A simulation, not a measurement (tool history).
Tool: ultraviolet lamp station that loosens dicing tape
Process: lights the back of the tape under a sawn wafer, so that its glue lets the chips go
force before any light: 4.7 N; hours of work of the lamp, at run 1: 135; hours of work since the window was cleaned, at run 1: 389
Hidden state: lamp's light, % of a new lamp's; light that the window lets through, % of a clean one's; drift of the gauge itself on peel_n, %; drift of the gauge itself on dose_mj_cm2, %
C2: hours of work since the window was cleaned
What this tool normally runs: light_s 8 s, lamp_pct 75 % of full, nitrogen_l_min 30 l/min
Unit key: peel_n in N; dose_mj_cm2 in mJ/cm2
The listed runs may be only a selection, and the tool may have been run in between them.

run 1 hour=0.0 | light_s=8 lamp_pct=75 nitrogen_l_min=30 | hours_of_work_of_the_lamp=135 C2=389 | peel_n=0.290 dose_mj_cm2=209
run 2 hour=10.1 | light_s=8 lamp_pct=75 nitrogen_l_min=30 | hours_of_work_of_the_lamp=143 C2=396 | peel_n=0.281 dose_mj_cm2=205
run 3 hour=20.9 | light_s=8 lamp_pct=75 nitrogen_l_min=30 | hours_of_work_of_the_lamp=151 C2=404 | peel_n=0.285 dose_mj_cm2=205
run 4 hour=38.0 | light_s=8 lamp_pct=75 nitrogen_l_min=30 | hours_of_work_of_the_lamp=163 C2=416 | peel_n=0.305 dose_mj_cm2=204
run 5 hour=49.8 | light_s=8 lamp_pct=72 nitrogen_l_min=30 | hours_of_work_of_the_lamp=172 C2=425 | peel_n=0.316 dose_mj_cm2=193
run 6 hour=60.8 | light_s=8 lamp_pct=72 nitrogen_l_min=30 | hours_of_work_of_the_lamp=180 C2=433 | peel_n=0.342 dose_mj_cm2=193
run 7 hour=73.1 | light_s=8 lamp_pct=75 nitrogen_l_min=9 | hours_of_work_of_the_lamp=189 C2=442 | peel_n=0.876 dose_mj_cm2=196
run 8 hour=93.1 | light_s=8 lamp_pct=75 nitrogen_l_min=30 | hours_of_work_of_the_lamp=204 C2=457 | peel_n=0.319 dose_mj_cm2=197
run 9 hour=106.2 | light_s=8 lamp_pct=62 nitrogen_l_min=30 | hours_of_work_of_the_lamp=213 C2=467 | peel_n=0.482 dose_mj_cm2=160
run 10 hour=116.6 | light_s=8 lamp_pct=75 nitrogen_l_min=59 | hours_of_work_of_the_lamp=221 C2=474 | peel_n=0.178 dose_mj_cm2=195
run 11 hour=131.5 | light_s=8 lamp_pct=69 nitrogen_l_min=30 | hours_of_work_of_the_lamp=232 C2=485 | peel_n=0.400 dose_mj_cm2=177
run 12 hour=142.8 | light_s=8 lamp_pct=69 nitrogen_l_min=30 | hours_of_work_of_the_lamp=240 C2=494 | peel_n=0.380 dose_mj_cm2=172
run 13 hour=151.5 | light_s=8 lamp_pct=69 nitrogen_l_min=30 | hours_of_work_of_the_lamp=247 C2=500 | peel_n=0.406 dose_mj_cm2=177
run 14 hour=169.6 | light_s=8 lamp_pct=79 nitrogen_l_min=30 | hours_of_work_of_the_lamp=260 C2=513 | peel_n=0.308 dose_mj_cm2=196
-- hour=183.2 window cleaned of glue's vapour
run 15 hour=184.4 | light_s=8 lamp_pct=60 nitrogen_l_min=30 | hours_of_work_of_the_lamp=270 C2=1 | peel_n=0.606 dose_mj_cm2=145
run 16 hour=204.0 | light_s=8 lamp_pct=60 nitrogen_l_min=30 | hours_of_work_of_the_lamp=285 C2=15 | peel_n=0.602 dose_mj_cm2=143
run 17 hour=220.8 | light_s=8 lamp_pct=60 nitrogen_l_min=30 | hours_of_work_of_the_lamp=297 C2=28 | peel_n=0.633 dose_mj_cm2=144
run 18 hour=233.8 | light_s=8 lamp_pct=60 nitrogen_l_min=30 | hours_of_work_of_the_lamp=307 C2=37 | peel_n=0.647 dose_mj_cm2=144
run 19 hour=248.0 | light_s=8 lamp_pct=75 nitrogen_l_min=30 | hours_of_work_of_the_lamp=317 C2=48 | peel_n=0.411 dose_mj_cm2=173
run 20 hour=266.2 | light_s=8 lamp_pct=75 nitrogen_l_min=30 | hours_of_work_of_the_lamp=330 C2=61 | peel_n=0.415 dose_mj_cm2=171
run 21 hour=276.7 | light_s=13 lamp_pct=75 nitrogen_l_min=30 | hours_of_work_of_the_lamp=338 C2=69 | peel_n=0.138 dose_mj_cm2=280
-- hour=283.4 window cleaned of glue's vapour, once more
run 22 hour=289.4 | light_s=13 lamp_pct=62 nitrogen_l_min=30 | hours_of_work_of_the_lamp=347 C2=4 | peel_n=0.132 dose_mj_cm2=294
run 23 hour=299.7 | light_s=8 lamp_pct=91 nitrogen_l_min=30 | hours_of_work_of_the_lamp=355 C2=12 | peel_n=0.167 dose_mj_cm2=266
run 24 hour=311.4 | light_s=5 lamp_pct=70 nitrogen_l_min=21 | hours_of_work_of_the_lamp=363 C2=21 | peel_n=0.988 dose_mj_cm2=133
run 25 hour=322.8 | light_s=5 lamp_pct=70 nitrogen_l_min=21 | hours_of_work_of_the_lamp=372 C2=29 | peel_n=0.991 dose_mj_cm2=126
run 26 hour=343.0 | light_s=8 lamp_pct=75 nitrogen_l_min=53 | hours_of_work_of_the_lamp=386 C2=44 | peel_n=0.161 dose_mj_cm2=214
run 27 hour=362.5 | light_s=11 lamp_pct=86 nitrogen_l_min=10 | hours_of_work_of_the_lamp=401 C2=58 | peel_n=0.294 dose_mj_cm2=332
run 28 hour=378.2 | light_s=6 lamp_pct=75 nitrogen_l_min=22 | hours_of_work_of_the_lamp=412 C2=70 | peel_n=0.645 dose_mj_cm2=154
run 29 hour=392.8 | light_s=15 lamp_pct=60 nitrogen_l_min=27 | hours_of_work_of_the_lamp=423 C2=80 | peel_n=0.137 dose_mj_cm2=310
run 30 hour=410.7 | light_s=16 lamp_pct=74 nitrogen_l_min=27 | hours_of_work_of_the_lamp=436 C2=93 | peel_n=0.089 dose_mj_cm2=403
run 31 hour=426.1 | light_s=7 lamp_pct=74 nitrogen_l_min=44 | hours_of_work_of_the_lamp=448 C2=105 | peel_n=0.297 dose_mj_cm2=175
run 32 hour=443.2 | light_s=15 lamp_pct=66 nitrogen_l_min=52 | hours_of_work_of_the_lamp=460 C2=117 | peel_n=0.094 dose_mj_cm2=332
run 33 hour=464.3 | light_s=15 lamp_pct=66 nitrogen_l_min=52 | hours_of_work_of_the_lamp=476 C2=133 | peel_n=0.097 dose_mj_cm2=331
run 34 hour=480.7 | light_s=15 lamp_pct=62 nitrogen_l_min=42 | hours_of_work_of_the_lamp=488 C2=145 | peel_n=0.088 dose_mj_cm2=305
run 35 hour=496.1 | light_s=7 lamp_pct=66 nitrogen_l_min=59 | hours_of_work_of_the_lamp=499 C2=156 | peel_n=0.325 dose_mj_cm2=150
run 36 hour=517.3 | light_s=7 lamp_pct=66 nitrogen_l_min=29 | hours_of_work_of_the_lamp=515 C2=172 | peel_n=0.575 dose_mj_cm2=149
run 37 hour=535.0 | light_s=7 lamp_pct=66 nitrogen_l_min=29 | hours_of_work_of_the_lamp=528 C2=185 | peel_n=0.574 dose_mj_cm2=146
run 38 hour=545.8 | light_s=9 lamp_pct=84 nitrogen_l_min=16 | hours_of_work_of_the_lamp=535 C2=193 | peel_n=0.388 dose_mj_cm2=243
run 39 hour=555.2 | light_s=5 lamp_pct=75 nitrogen_l_min=30 | hours_of_work_of_the_lamp=542 C2=200 | peel_n=0.840 dose_mj_cm2=118
run 40 hour=568.8 | light_s=4 lamp_pct=75 nitrogen_l_min=30 | hours_of_work_of_the_lamp=552 C2=210 | peel_n=1.209 dose_mj_cm2=98

The next listed run, before its measurement:
run 41 hour=586.6 | light_s=4 lamp_pct=75 nitrogen_l_min=30 | hours_of_work_of_the_lamp=565 C2=223 | peel_n=? dose_mj_cm2=?

{"run 41": {"peel_n": 1.215, "dose_mj_cm2": 91}}
Without the tool's hidden state the same run would have given peel_n 0.797 N, dose_mj_cm2 121 mJ/cm2.

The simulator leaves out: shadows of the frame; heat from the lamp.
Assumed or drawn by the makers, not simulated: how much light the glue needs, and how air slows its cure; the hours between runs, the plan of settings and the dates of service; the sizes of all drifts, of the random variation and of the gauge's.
